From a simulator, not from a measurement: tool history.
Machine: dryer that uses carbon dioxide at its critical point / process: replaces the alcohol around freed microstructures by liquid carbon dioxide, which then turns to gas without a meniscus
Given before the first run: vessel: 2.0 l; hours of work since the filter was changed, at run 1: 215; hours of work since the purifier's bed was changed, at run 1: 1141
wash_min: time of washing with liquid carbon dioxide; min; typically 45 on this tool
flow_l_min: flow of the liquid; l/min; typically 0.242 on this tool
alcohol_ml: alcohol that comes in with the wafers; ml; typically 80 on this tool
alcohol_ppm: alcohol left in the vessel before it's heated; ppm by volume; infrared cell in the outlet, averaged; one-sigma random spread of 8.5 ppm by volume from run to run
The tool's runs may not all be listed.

| run | hour | wash_min | flow_l_min | alcohol_ml | hours of work since the filter was changed | hours of work since the purifier's bed was changed | alcohol_ppm |
|---|---|---|---|---|---|---|---|
| 1 | 0 | 45 | 0.242 | 80 | 215 | 1141 | 708 |
|  | 3.9 | inlet filter changed |
| 2 | 58.6 | 45 | 0.242 | 80 | 39 | 1182 | 596 |
| 3 | 86.7 | 45 | 0.242 | 80 | 59 | 1202 | 599 |
| 4 | 132 | 45 | 0.242 | 80 | 92 | 1235 | 621 |
| 5 | 182.9 | 45 | 0.242 | 25 | 129 | 1272 | 287 |
| 6 | 228.4 | 45 | 0.242 | 25 | 161 | 1304 | 303 |
| 7 | 276.3 | 45 | 0.358 | 25 | 196 | 1339 | 152 |
|  | 305.5 | inlet filter changed |
| 8 | 309.7 | 45 | 0.358 | 25 | 3 | 1362 | 148 |
| 9 | 343.2 | 45 | 0.358 | 25 | 27 | 1386 | 141 |
| 10 | 389.9 | 45 | 0.358 | 25 | 61 | 1419 | 152 |
|  | 443.7 | purifier's bed changed |
| 11 | 445.1 | 45 | 0.358 | 25 | 98 | 1 | 18 |
| 12 | 495.8 | 45 | 0.157 | 80 | 135 | 37 | 2561 |
| 13 | 546.4 | 45 | 0.157 | 80 | 171 | 74 | 2575 |
| 14 | 590.5 | 45 | 0.386 | 80 | 203 | 105 | 50 |
|  | 613.1 | inlet filter changed |
| 15 | 630.5 | 45 | 0.179 | 80 | 12 | 133 | 1596 |
| 16 | 667.7 | 70 | 0.25 | 80 | 39 | 160 | 56 |
| 17 | 701.4 | 45 | 0.399 | 36 | 63 | 184 | 30 |
| 18 | 741.7 | 45 | 0.399 | 36 | 92 | 213 | 38 |
| 19 | 777 | 30 | 0.343 | 65 | 118 | 239 | 538 |
| 20 | 809.4 | 30 | 0.343 | 65 | 141 | 262 | 576 |
| 21 | 845.6 | 60 | 0.343 | 65 | 167 | 288 | 44 |

How would selected steps in alcohol_ppm from run to run divide? Give the signed amount a tool lacking its hidden state would still show from settings, what came in and random variation, and the signed amount left for the hidden state, including any gauge scatter that is not in both of the compared results.
Hidden state present: flow that reaches the vessel past the clogged filter, %; alcohol in the recycled carbon dioxide, ppm; drift of the gauge itself on alcohol_ppm, %.
Run 11 -> 12: flow_l_min 0.358 -> 0.157, alcohol_ml 25 -> 80. alcohol_ppm +2543 ppm by volume: hidden state +237, all else +2306.
Run 13 -> 14: flow_l_min 0.157 -> 0.386. alcohol_ppm -2525 ppm by volume: hidden state -272, all else -2253.

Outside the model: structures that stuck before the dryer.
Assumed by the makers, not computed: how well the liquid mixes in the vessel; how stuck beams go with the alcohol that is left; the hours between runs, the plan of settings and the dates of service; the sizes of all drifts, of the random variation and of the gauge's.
